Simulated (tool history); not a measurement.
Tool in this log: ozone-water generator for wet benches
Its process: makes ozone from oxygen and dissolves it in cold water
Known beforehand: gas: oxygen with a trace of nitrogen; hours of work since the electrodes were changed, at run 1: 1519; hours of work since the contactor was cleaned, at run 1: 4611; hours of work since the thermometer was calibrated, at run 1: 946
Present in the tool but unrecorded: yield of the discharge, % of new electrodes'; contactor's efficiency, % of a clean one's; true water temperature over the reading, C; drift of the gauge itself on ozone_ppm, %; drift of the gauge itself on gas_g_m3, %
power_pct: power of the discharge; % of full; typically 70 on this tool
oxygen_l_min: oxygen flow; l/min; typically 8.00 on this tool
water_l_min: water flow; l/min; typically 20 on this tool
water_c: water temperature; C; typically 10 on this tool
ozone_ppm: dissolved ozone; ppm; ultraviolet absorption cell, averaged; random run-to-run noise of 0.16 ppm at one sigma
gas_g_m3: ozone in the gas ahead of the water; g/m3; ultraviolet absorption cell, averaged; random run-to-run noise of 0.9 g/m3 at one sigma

run	hour	power_pct	oxygen_l_min	water_l_min	water_c	hours of work since the electrodes were changed	hours of work since the contactor was cleaned	hours of work since the thermometer was calibrated	ozone_ppm	gas_g_m3
1	0.0	70	8.00	20	10	1519	4611	946	19.8	149.4
2	62.1	70	8.00	20	10	1566	4657	993	19.7	148.4
3	136.1	70	8.00	20	10	1621	4713	1048	19.6	146.4
4	234.2	70	8.00	20	9	1694	4786	1122	20.1	148.4
5	317.2	70	8.00	20	9	1757	4848	1184	20.3	148.3
6	383.3	70	8.00	20	10	1806	4898	1233	19.6	146.2
7	489.9	70	8.00	20	10	1886	4977	1313	19.7	146.9
8	608.3	70	8.00	20	10	1974	5066	1402	19.7	147.0
9	670.4	70	8.00	14	10	2021	5113	1448	25.7	146.5
10	768.6	70	8.00	14	10	2095	5186	1522	25.6	146.5
11	845.2	70	8.00	20	10	2152	5243	1579	19.7	145.8
12	924.2	70	8.00	20	10	2211	5302	1638	19.5	147.8
13	987.1	70	8.00	20	10	2258	5350	1685	19.7	146.9
14	1106.7	70	8.00	20	10	2348	5439	1775	19.6	148.0
15	1208.5	70	8.00	20	10	2424	5515	1851	19.3	146.5
16	1266.8	70	8.00	20	10	2467	5559	1895	19.4	145.7
17	1369.4	45	6.87	20	10	2544	5636	1971	13.1	106.3
# hour 1380.0: water thermometer calibrated
18	1466.5	47	4.42	20	10	2617	5708	65	13.4	143.6
19	1580.3	47	4.42	20	10	2702	5793	150	13.4	144.3
# hour 1632.9: water thermometer calibrated, once more
20	1693.9	78	8.00	20	11	2786	5878	46	20.8	161.0
21	1758.6	78	9.52	18	11	2835	5926	94	22.3	143.5
22	1870.2	53	4.14	24	12	2918	6010	178	12.0	165.4
23	1979.7	49	4.14	29	12	3000	6092	260	9.1	154.1
24	2092.9	85	10.19	29	12	3085	6177	344	15.3	149.2
25	2213.5	85	10.19	29	12	3175	6267	435	15.5	149.0
26	2328.1	64	13.28	12	8	3261	6353	520	23.6	99.9
27	2396.0	70	8.00	13	5	3312	6404	571	29.1	145.2
28	2504.9	70	10.67	13	5	3394	6485	653	27.5	121.3
29	2606.8	70	14.26	13	5	3470	6561	729	26.2	104.6
30	2710.3	61	8.00	20	10	3547	6639	807	16.8	126.8
31	2777.5	70	12.46	31	6	3598	6689	857	12.8	111.0
32	2899.3	70	8.00	20	10	3689	6780	948	18.8	142.9

3 options for the next run, each taken on its own from the tool as it stands now. Forecast them:
A	2958.0	70	8.00	28	10	3733	6824	992	?	?
B	2958.0	70	8.00	30	10	3733	6824	992	?	?
C	2958.0	70	8.00	20	9	3733	6824	992	?	?

run	ozone_ppm	gas_g_m3
A	13.6	142.0
B	12.7	142.5
C	19.0	143.8
With no hidden state in the tool, these same runs would have given:
run	ozone_ppm	gas_g_m3
A	15.6	147.8
B	14.7	148.2
C	21.6	149.7
